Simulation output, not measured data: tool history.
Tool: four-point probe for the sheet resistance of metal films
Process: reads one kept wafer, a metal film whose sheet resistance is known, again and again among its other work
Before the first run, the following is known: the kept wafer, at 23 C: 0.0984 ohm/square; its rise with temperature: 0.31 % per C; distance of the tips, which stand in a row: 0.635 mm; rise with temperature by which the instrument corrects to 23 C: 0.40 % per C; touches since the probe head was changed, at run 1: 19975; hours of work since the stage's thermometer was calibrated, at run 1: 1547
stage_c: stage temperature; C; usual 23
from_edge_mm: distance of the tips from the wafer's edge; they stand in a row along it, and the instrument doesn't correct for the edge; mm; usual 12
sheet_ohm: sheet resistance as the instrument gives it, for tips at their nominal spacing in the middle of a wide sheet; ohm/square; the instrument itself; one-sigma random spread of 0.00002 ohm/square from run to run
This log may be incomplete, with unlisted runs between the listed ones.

run    hour  stage_c  from_edge_mm  touches since the probe head was changed  hours of work since the stage's thermometer was calibrated  sheet_ohm
  1     0.0       23            12                                     19975                                                        1547   0.098241
  2    43.2       23            12                                     20598                                                        1577   0.098246
  3    82.1       23            12                                     21160                                                        1603   0.098250
  4   107.8       23            12                                     21531                                                        1621   0.098284
  5   149.3       23            12                                     22129                                                        1649   0.098288
  6   188.5       23            12                                     22695                                                        1676   0.098280
  7   208.4       23            12                                     22982                                                        1690   0.098291
  8   241.3       34            12                                     23456                                                        1712   0.097405
  9   272.1       34            12                                     23902                                                        1734   0.097368
 10   314.7       34            12                                     24516                                                        1763   0.097397
 11   356.9       34            12                                     25125                                                        1792   0.097407
 12   389.8       34            12                                     25600                                                        1814   0.097399
 13   433.2       34            12                                     26226                                                        1844   0.097407
 14   464.8       34            12                                     26681                                                        1866   0.097384
 15   497.7       23            19                                     27157                                                        1888   0.098197
 16   525.6       23            19                                     27559                                                        1907   0.098167
 17   550.7       23            19                                     27922                                                        1924   0.098175
      590.4  -- stage's thermometer calibrated
 18   591.6       23             8                                     28505                                                           1   0.098535
 19   611.9       23            12                                     28797                                                          15   0.098371
 20   644.8       23            12                                     29271                                                          37   0.098370
 21   665.5       34            12                                     29571                                                          51   0.097485
 22   683.1       34             4                                     29825                                                          64   0.098653
 23   710.4       34             4                                     30219                                                          82   0.098610
      720.5  -- stage's thermometer calibrated, once more
 24   736.8       23            55                                     30593                                                          11   0.097939
 25   767.6       23            55                                     31037                                                          32   0.097916
 26   793.9       23            55                                     31417                                                          50   0.097969
 27   814.4       23             7                                     31712                                                          64   0.098335
 28   851.8       30             7                                     32251                                                          90   0.097815
 29   895.1       18            11                                     32877                                                         120   0.098545
 30   935.7       21            25                                     33462                                                         147   0.098122
 31   969.7       21            25                                     33953                                                         171   0.098129
 32   994.1       28            12                                     34305                                                         187   0.097698
 33  1030.3       31            55                                     34828                                                         212   0.097309
 34  1060.7       30            13                                     35266                                                         233   0.097500
 35  1094.0       19            13                                     35747                                                         256   0.098366
 36  1115.2       19            13                                     36053                                                         271   0.098421
 37  1144.1       19            13                                     36470                                                         290   0.098436
 38  1181.3       26            22                                     37006                                                         316   0.097747
 39  1220.8       26            22                                     37577                                                         343   0.097741
 40  1246.5       26            19                                     37948                                                         361   0.097756
 41  1282.1       23            16                                     38461                                                         385   0.098049
 42  1301.2       23            16                                     38736                                                         398   0.098031
 43  1326.7       29            25                                     39105                                                         415   0.097496
 44  1362.5       23             8                                     39621                                                         440   0.098270
 45  1383.5       23             8                                     39925                                                         454   0.098268

What if the next run were any one of these 4? Each begins from the tool's condition after run 45:
  A  1410.3       22             3                                     40311                                                         473          ?
  B  1410.3       34            14                                     40311                                                         473          ?
  C  1410.3       20             4                                     40311                                                         473          ?
  D  1410.3       21            52                                     40311                                                         473          ?

run  sheet_ohm
  A   0.100324
  B   0.097204
  C   0.099524
  D   0.098122
The same runs, with their run-to-run variation unchanged, on a tool lacking any hidden condition would have given:
run  sheet_ohm
  A   0.100794
  B   0.097660
  C   0.099990
  D   0.098582

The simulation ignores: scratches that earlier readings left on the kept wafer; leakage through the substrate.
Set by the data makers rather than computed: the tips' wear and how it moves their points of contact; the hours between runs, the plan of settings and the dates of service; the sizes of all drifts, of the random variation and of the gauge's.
